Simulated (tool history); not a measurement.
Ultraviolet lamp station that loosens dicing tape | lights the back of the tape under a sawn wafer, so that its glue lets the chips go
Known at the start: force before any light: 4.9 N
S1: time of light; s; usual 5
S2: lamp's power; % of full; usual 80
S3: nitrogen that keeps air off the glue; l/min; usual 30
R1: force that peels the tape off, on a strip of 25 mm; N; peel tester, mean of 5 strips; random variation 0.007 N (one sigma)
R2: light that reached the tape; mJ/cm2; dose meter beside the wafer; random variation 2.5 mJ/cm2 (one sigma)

run     day  S1  S2  S3     R1   R2
  1   0.000   5  80  30  0.250  293
  2   0.508   5  80  30  0.247  288
  3   1.229   5  80  30  0.234  291
  4   1.933   5  80  30  0.248  292
  5   2.704   5  80  30  0.234  287
  6   3.500   5  84  30  0.226  305
  7   3.850   5  84  30  0.217  306
  8   4.375   3  84  30  0.611  184
  9   5.125   5  80  30  0.245  292
 10   5.542   5  80  30  0.236  287
 11   6.121   4  80  30  0.383  230
 12   6.912   4  80  30  0.376  234
 13   7.429   3  98  52  0.379  211
 14   7.917   7  62   9  0.381  314
 15   8.438   5  62  35  0.395  225
 16   9.000   7  62  42  0.185  316
 17   9.579   3  76  11  1.061  161
 18   9.983   2  90  26  1.070  131
 19  10.383   2  90  26  1.123  130
 20  11.067   2  77  21  1.496  108
 21  11.600   7  80  18  0.162  410
 22  12.162   7  75  24  0.169  383
 23  12.808   6  85  19  0.183  368
     13.221  -- window cleaned of glue's vapour
 24  13.592   9  61  31  0.143  404

Forecast each of these 5 alternatives for the next run:
  A  14.133   5  61  30   ?   ?
  B  14.133   6  61  31   ?   ?
  C  14.133   5  64  56   ?   ?
  D  14.133   3  74  60   ?   ?
  E  14.133   5  66  30   ?   ?

run     R1   R2
  A  0.418  221
  B  0.280  267
  C  0.322  236
  D  0.612  161
  E  0.362  238
Without the tool's hidden state the same runs would have given:
run     R1   R2
  A  0.416  222
  B  0.278  268
  C  0.320  237
  D  0.608  161
  E  0.359  239
